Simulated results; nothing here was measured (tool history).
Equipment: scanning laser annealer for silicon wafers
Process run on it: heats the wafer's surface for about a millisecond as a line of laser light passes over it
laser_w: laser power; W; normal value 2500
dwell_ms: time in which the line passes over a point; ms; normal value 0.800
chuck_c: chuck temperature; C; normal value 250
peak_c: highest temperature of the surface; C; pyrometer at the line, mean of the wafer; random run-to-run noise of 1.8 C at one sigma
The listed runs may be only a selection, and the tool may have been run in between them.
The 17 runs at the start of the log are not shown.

run,hour,laser_w,dwell_ms,chuck_c,hours of work since the window was cleaned,hours of work since the power meter was calibrated,hours of work since the optics were aligned,peak_c
18,157.1,2500,0.800,211,799,163,828,885
19,167.8,2500,0.800,211,804,168,834,887
20,177.2,2500,0.800,211,809,173,839,882
21,188.8,2500,0.800,250,815,180,845,923
22,200.6,2554,0.800,257,822,186,851,951
23,209.1,2554,0.800,257,826,190,856,952
24,215.8,2584,0.820,257,830,194,860,968
25,225.9,2500,0.800,221,835,199,865,899
26,233.7,2500,0.800,221,839,203,869,896
27,240.8,2192,0.817,269,843,207,873,855
28,251.7,2192,0.817,269,849,213,879,855
29,257.7,2636,0.817,269,852,216,882,994
30,268.8,2400,0.797,283,858,222,888,927
# hour 279.8: window over the wafer cleaned
31,283.5,2400,0.797,283,2,229,895,943
32,289.8,2400,0.797,283,5,232,898,944
33,297.9,2514,0.624,213,10,237,902,840
34,306.2,2514,0.624,213,14,241,907,840
35,315.4,2514,0.939,275,19,246,912,1024
36,321.4,2514,0.939,275,22,249,915,1021
37,328.3,2553,0.889,265,26,253,918,1009
38,340.0,2553,0.743,216,32,259,925,905
39,351.5,2653,0.997,283,38,265,931,1100
40,358.9,2430,0.800,250,42,269,935,920
41,369.1,2504,0.800,288,48,274,940,978
42,377.6,2504,0.800,288,52,279,945,981

Below are 3 alternative next runs, each starting from the tool's condition after run 42. Predict each:
A,386.5,2449,0.617,288,57,284,949,?
B,386.5,2681,0.663,233,57,284,949,?
C,386.5,2500,0.936,250,57,284,949,?

run,peak_c
A,890
B,923
C,991
What these runs would have given with no unlogged condition in the tool:
run,peak_c
A,908
B,943
C,1013

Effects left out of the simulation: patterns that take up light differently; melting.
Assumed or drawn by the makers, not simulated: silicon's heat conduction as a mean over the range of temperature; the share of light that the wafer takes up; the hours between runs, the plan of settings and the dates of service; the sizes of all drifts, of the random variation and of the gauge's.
